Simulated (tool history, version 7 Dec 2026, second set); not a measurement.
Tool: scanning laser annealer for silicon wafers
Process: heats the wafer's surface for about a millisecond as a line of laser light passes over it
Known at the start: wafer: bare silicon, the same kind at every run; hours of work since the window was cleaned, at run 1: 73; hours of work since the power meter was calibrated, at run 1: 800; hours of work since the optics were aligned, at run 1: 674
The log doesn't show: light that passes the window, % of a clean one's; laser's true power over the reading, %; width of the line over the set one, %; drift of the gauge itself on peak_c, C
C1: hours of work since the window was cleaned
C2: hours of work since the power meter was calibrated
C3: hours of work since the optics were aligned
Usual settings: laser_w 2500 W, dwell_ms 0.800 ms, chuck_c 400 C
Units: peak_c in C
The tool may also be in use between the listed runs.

{"run": 1, "hour": 0.0, "laser_w": 2500, "dwell_ms": 0.8, "chuck_c": 400, "C1": 73, "C2": 800, "C3": 674, "peak_c": 1154}
{"run": 2, "hour": 24.9, "laser_w": 2500, "dwell_ms": 0.8, "chuck_c": 400, "C1": 90, "C2": 816, "C3": 690, "peak_c": 1153}
{"run": 3, "hour": 50.5, "laser_w": 2500, "dwell_ms": 0.8, "chuck_c": 400, "C1": 106, "C2": 832, "C3": 707, "peak_c": 1154}
{"run": 4, "hour": 79.2, "laser_w": 2659, "dwell_ms": 0.8, "chuck_c": 400, "C1": 125, "C2": 851, "C3": 726, "peak_c": 1197}
{"run": 5, "hour": 94.8, "laser_w": 2506, "dwell_ms": 0.8, "chuck_c": 400, "C1": 135, "C2": 861, "C3": 736, "peak_c": 1157}
{"run": 6, "hour": 121.0, "laser_w": 2500, "dwell_ms": 0.8, "chuck_c": 400, "C1": 152, "C2": 878, "C3": 753, "peak_c": 1153}
{"run": 7, "hour": 150.8, "laser_w": 2500, "dwell_ms": 0.8, "chuck_c": 400, "C1": 171, "C2": 897, "C3": 772, "peak_c": 1153}
{"run": 8, "hour": 186.9, "laser_w": 2500, "dwell_ms": 0.8, "chuck_c": 400, "C1": 195, "C2": 921, "C3": 795, "peak_c": 1152}
{"run": 9, "hour": 204.6, "laser_w": 2500, "dwell_ms": 0.8, "chuck_c": 400, "C1": 206, "C2": 932, "C3": 807, "peak_c": 1148}
{"run": 10, "hour": 240.1, "laser_w": 2500, "dwell_ms": 0.8, "chuck_c": 400, "C1": 229, "C2": 955, "C3": 830, "peak_c": 1150}
{"run": 11, "hour": 256.9, "laser_w": 2311, "dwell_ms": 0.89, "chuck_c": 416, "C1": 240, "C2": 966, "C3": 841, "peak_c": 1154}
{"run": 12, "hour": 290.9, "laser_w": 2447, "dwell_ms": 0.627, "chuck_c": 416, "C1": 262, "C2": 988, "C3": 863, "peak_c": 1065}
{"run": 13, "hour": 308.7, "laser_w": 2447, "dwell_ms": 0.693, "chuck_c": 371, "C1": 274, "C2": 1000, "C3": 874, "peak_c": 1055}
{"run": 14, "hour": 336.4, "laser_w": 2447, "dwell_ms": 0.693, "chuck_c": 371, "C1": 292, "C2": 1018, "C3": 892, "peak_c": 1052}
{"hour": 344.4, "done": "optics aligned, line set to its width"}
{"run": 15, "hour": 371.4, "laser_w": 2603, "dwell_ms": 0.825, "chuck_c": 420, "C1": 311, "C2": 1037, "C3": 17, "peak_c": 1202}
{"run": 16, "hour": 398.7, "laser_w": 2603, "dwell_ms": 0.825, "chuck_c": 420, "C1": 329, "C2": 1055, "C3": 35, "peak_c": 1204}
{"run": 17, "hour": 425.6, "laser_w": 2498, "dwell_ms": 0.842, "chuck_c": 420, "C1": 346, "C2": 1072, "C3": 53, "peak_c": 1181}
{"hour": 438.7, "done": "optics aligned, line set to its width, once more"}
{"run": 18, "hour": 458.8, "laser_w": 2498, "dwell_ms": 0.669, "chuck_c": 381, "C1": 365, "C2": 1091, "C3": 13, "peak_c": 1071}
{"run": 19, "hour": 494.9, "laser_w": 2498, "dwell_ms": 0.669, "chuck_c": 381, "C1": 388, "C2": 1114, "C3": 36, "peak_c": 1071}
{"run": 20, "hour": 524.1, "laser_w": 2169, "dwell_ms": 0.792, "chuck_c": 385, "C1": 407, "C2": 1133, "C3": 55, "peak_c": 1045}

Forecast each of these 5 alternatives for the next run:
{"run": "A", "hour": 542.2, "laser_w": 2500, "dwell_ms": 0.8, "chuck_c": 436, "C1": 419, "C2": 1145, "C3": 67, "peak_c": "?"}
{"run": "B", "hour": 542.2, "laser_w": 2411, "dwell_ms": 0.8, "chuck_c": 385, "C1": 419, "C2": 1145, "C3": 67, "peak_c": "?"}
{"run": "C", "hour": 542.2, "laser_w": 2383, "dwell_ms": 0.71, "chuck_c": 380, "C1": 419, "C2": 1145, "C3": 67, "peak_c": "?"}
{"run": "D", "hour": 542.2, "laser_w": 2282, "dwell_ms": 0.8, "chuck_c": 424, "C1": 419, "C2": 1145, "C3": 67, "peak_c": "?"}
{"run": "E", "hour": 542.2, "laser_w": 2271, "dwell_ms": 0.711, "chuck_c": 437, "C1": 419, "C2": 1145, "C3": 67, "peak_c": "?"}

run=A peak_c=1193
run=B peak_c=1117
run=C peak_c=1062
run=D peak_c=1120
run=E peak_c=1088
Without the tool's hidden state the same runs would have given:
run=A peak_c=1201
run=B peak_c=1124
run=C peak_c=1069
run=D peak_c=1127
run=E peak_c=1095

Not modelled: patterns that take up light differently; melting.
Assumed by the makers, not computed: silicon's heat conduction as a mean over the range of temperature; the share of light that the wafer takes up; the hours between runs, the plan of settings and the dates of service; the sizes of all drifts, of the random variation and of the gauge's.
